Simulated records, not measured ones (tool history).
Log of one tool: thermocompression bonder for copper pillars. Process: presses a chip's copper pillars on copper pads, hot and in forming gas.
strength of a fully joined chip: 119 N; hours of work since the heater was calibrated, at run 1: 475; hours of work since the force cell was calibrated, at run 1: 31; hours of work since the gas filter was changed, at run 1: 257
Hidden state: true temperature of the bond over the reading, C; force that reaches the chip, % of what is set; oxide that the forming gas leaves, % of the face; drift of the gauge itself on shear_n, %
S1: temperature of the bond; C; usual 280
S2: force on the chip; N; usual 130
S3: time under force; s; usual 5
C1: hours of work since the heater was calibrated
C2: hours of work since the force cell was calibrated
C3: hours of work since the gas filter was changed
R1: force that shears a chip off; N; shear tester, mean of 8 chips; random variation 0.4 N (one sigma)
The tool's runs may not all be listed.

run,hour,S1,S2,S3,C1,C2,C3,R1
1,0.0,280,130,5,475,31,257,74.0
2,8.7,280,130,13,479,34,260,92.7
3,18.6,280,130,5,483,38,264,73.8
4,30.0,280,130,5,487,43,269,74.2
5,36.7,280,130,5,490,46,271,74.0
6,42.2,280,130,5,492,48,274,74.0
7,50.5,280,130,5,496,51,277,73.5
8,56.6,280,155,5,498,54,279,79.4
9,64.6,280,155,5,501,57,283,79.4
10,72.2,255,130,5,504,60,286,59.0
11,80.9,255,130,5,508,64,289,59.3
12,89.2,280,84,5,511,67,293,59.2
13,97.5,280,130,5,515,70,296,72.8
14,104.6,280,130,5,518,73,299,73.2
15,115.0,280,130,4,522,77,303,69.0
16,122.2,280,130,4,525,80,306,68.6
17,127.7,280,130,4,527,83,308,67.9
18,136.7,280,130,5,531,86,312,72.7
19,145.9,273,130,5,534,90,316,69.4
20,155.9,273,130,5,538,94,320,69.4
21,166.9,273,130,5,543,98,324,69.2
22,178.9,273,130,5,548,103,329,69.5
23,189.4,273,130,5,552,107,333,69.3
24,197.7,273,130,5,555,111,336,69.4
25,207.2,280,192,6,559,115,340,88.5
26,217.1,250,192,4,563,119,344,64.4
27,225.6,308,85,4,567,122,348,68.2
28,232.9,289,130,10,569,125,351,90.5
29,238.7,262,130,11,572,127,353,78.5
# hour 245.6: forming gas filter changed
30,246.5,260,130,3,575,130,0,54.5
31,254.2,264,130,10,578,133,4,82.6
32,263.8,286,130,13,582,137,7,98.6
33,270.1,303,86,9,584,140,10,86.7
34,281.5,303,86,7,589,145,15,81.8
35,288.1,276,91,10,592,147,17,76.1
36,297.8,276,91,10,596,151,21,76.1
37,304.3,273,130,3,598,154,24,62.0
38,314.2,273,166,3,602,158,28,70.0
39,326.3,273,166,3,607,163,33,69.8
40,334.9,273,166,3,611,166,36,70.1

3 ways to go on from here, each from the tool as it stands after run 40. What would each give?
A,342.1,265,96,3,613,169,39,?
B,342.1,273,137,3,613,169,39,?
C,342.1,250,101,5,613,169,39,?

run,R1
A,47.1
B,62.8
C,50.3
Without the tool's hidden state the same runs would have given:
run,R1
A,49.7
B,65.8
C,53.1
